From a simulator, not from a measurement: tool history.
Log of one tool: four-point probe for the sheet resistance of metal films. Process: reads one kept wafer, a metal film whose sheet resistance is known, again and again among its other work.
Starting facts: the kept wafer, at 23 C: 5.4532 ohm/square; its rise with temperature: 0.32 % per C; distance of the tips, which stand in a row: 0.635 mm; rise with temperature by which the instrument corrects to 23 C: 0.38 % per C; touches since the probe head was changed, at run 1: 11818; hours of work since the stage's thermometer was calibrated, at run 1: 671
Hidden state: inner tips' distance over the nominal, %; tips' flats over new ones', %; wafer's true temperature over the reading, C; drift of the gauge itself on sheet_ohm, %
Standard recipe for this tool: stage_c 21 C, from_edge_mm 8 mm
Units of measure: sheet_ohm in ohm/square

| run | hour | stage_c | from_edge_mm | touches since the probe head was changed | hours of work since the stage's thermometer was calibrated | sheet_ohm |
|---|---|---|---|---|---|---|
| 1 | 0.0 | 21 | 8 | 11818 | 671 | 5.486717 |
| 2 | 9.3 | 21 | 8 | 12048 | 678 | 5.486483 |
| 3 | 19.4 | 21 | 8 | 12299 | 686 | 5.487900 |
| 4 | 30.4 | 21 | 4 | 12572 | 694 | 5.541207 |
| 5 | 37.3 | 21 | 4 | 12745 | 700 | 5.542654 |
| 6 | 48.6 | 21 | 4 | 13025 | 708 | 5.540908 |
| 7 | 62.7 | 21 | 4 | 13375 | 719 | 5.542036 |
| 8 | 69.2 | 28 | 8 | 13536 | 724 | 5.461291 |
| 9 | 84.0 | 28 | 8 | 13905 | 736 | 5.461803 |
| 10 | 92.7 | 28 | 8 | 14121 | 743 | 5.463975 |

Forecast each of these 5 alternatives for the next run:
| A | 107.5 | 24 | 20 | 14488 | 754 | ? |
| B | 107.5 | 21 | 34 | 14488 | 754 | ? |
| C | 107.5 | 33 | 6 | 14488 | 754 | ? |
| D | 107.5 | 28 | 44 | 14488 | 754 | ? |
| E | 107.5 | 30 | 4 | 14488 | 754 | ? |

| run | sheet_ohm |
|---|---|
| A | 5.461720 |
| B | 5.471056 |
| C | 5.461116 |
| D | 5.445207 |
| E | 5.513920 |
Take away the tool's hidden state, keep each run's random variation, and the runs would have read:
| run | sheet_ohm |
|---|---|
| A | 5.453001 |
| B | 5.462279 |
| C | 5.452526 |
| D | 5.436571 |
| E | 5.505208 |
